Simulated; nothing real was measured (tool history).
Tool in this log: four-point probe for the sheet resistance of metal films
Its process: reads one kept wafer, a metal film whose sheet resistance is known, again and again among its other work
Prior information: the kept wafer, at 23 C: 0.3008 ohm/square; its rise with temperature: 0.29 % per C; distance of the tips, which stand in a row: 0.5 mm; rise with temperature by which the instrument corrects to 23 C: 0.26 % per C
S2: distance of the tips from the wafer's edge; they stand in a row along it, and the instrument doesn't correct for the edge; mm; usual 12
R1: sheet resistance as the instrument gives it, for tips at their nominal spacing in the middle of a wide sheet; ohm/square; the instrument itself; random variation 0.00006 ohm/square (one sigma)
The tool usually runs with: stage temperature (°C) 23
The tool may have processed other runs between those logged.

Run 1, hour 0: usual settings. Result: R1 0.300894 ohm/square.
Run 2, hour 24.4: usual settings. Result: R1 0.300903 ohm/square.
Run 3, hour 54.6: usual settings but S2 29 mm. Result: R1 0.300619 ohm/square.
Run 4, hour 71.4: usual settings but S2 29 mm. Result: R1 0.300685 ohm/square.
Run 5, hour 95.4: usual settings but stage temperature (°C) 30. Result: R1 0.30159 ohm/square.
Run 6, hour 125.3: usual settings but stage temperature (°C) 30. Result: R1 0.301554 ohm/square.
Run 7, hour 149.8: usual settings. Result: R1 0.300899 ohm/square.
Run 8, hour 164.7: usual settings. Result: R1 0.300833 ohm/square.
Run 9, hour 178.4: usual settings. Result: R1 0.300904 ohm/square.
Run 10, hour 200.5: usual settings. Result: R1 0.300966 ohm/square.
Run 11, hour 216.9: usual settings. Result: R1 0.30091 ohm/square.
Run 12, hour 239.2: usual settings. Result: R1 0.300844 ohm/square.
Run 13, hour 268.4: usual settings. Result: R1 0.300933 ohm/square.
Run 14, hour 289: usual settings. Result: R1 0.300685 ohm/square.
Run 15, hour 314.2: usual settings but stage temperature (°C) 32, S2 9 mm. Result: R1 0.301899 ohm/square.
Run 16, hour 330.8: usual settings but stage temperature (°C) 29, S2 8 mm. Result: R1 0.301691 ohm/square.
Run 17, hour 358.2: usual settings but S2 30 mm. Result: R1 0.300588 ohm/square.
Run 18, hour 386.6: usual settings but stage temperature (°C) 18, S2 16 mm. Result: R1 0.300237 ohm/square.
Run 19, hour 406.1: usual settings but stage temperature (°C) 18, S2 30 mm. Result: R1 0.300011 ohm/square.
Run 20, hour 431.4: usual settings but stage temperature (°C) 26, S2 3 mm. Result: R1 0.305212 ohm/square.
Run 21, hour 458.7: usual settings but stage temperature (°C) 20, S2 11 mm. Result: R1 0.300515 ohm/square.
Run 22, hour 483.7: usual settings but stage temperature (°C) 21, S2 25 mm. Result: R1 0.300391 ohm/square.
Run 23, hour 502.7: usual settings but stage temperature (°C) 27, S2 3 mm. Result: R1 0.305226 ohm/square.
Run 24, hour 519.6: usual settings but stage temperature (°C) 27, S2 3 mm. Result: R1 0.305284 ohm/square.
Run 25, hour 541: usual settings but stage temperature (°C) 30, S2 41 mm. Result: R1 0.301074 ohm/square.
Run 26, hour 557.6: usual settings but stage temperature (°C) 30, S2 28 mm. Result: R1 0.301034 ohm/square.
Run 27, hour 580.5: usual settings but stage temperature (°C) 30, S2 4 mm. Result: R1 0.303523 ohm/square.
Run 28, hour 611: usual settings but stage temperature (°C) 30, S2 4 mm. Result: R1 0.303433 ohm/square.

Alternative continuations, all from the tool just after run 28; predict every row:
Run A, hour 633.2: usual settings but stage temperature (°C) 22, S2 44 mm. Result: R1 ?.
Run B, hour 633.2: usual settings but stage temperature (°C) 34, S2 3 mm. Result: R1 ?.
Run C, hour 633.2: usual settings but stage temperature (°C) 29, S2 5 mm. Result: R1 ?.

run        R1
  A  0.300326
  B  0.305823
  C  0.302542
Without the tool's hidden state the same runs would have given:
run        R1
  A  0.300782
  B   0.30628
  C  0.302998

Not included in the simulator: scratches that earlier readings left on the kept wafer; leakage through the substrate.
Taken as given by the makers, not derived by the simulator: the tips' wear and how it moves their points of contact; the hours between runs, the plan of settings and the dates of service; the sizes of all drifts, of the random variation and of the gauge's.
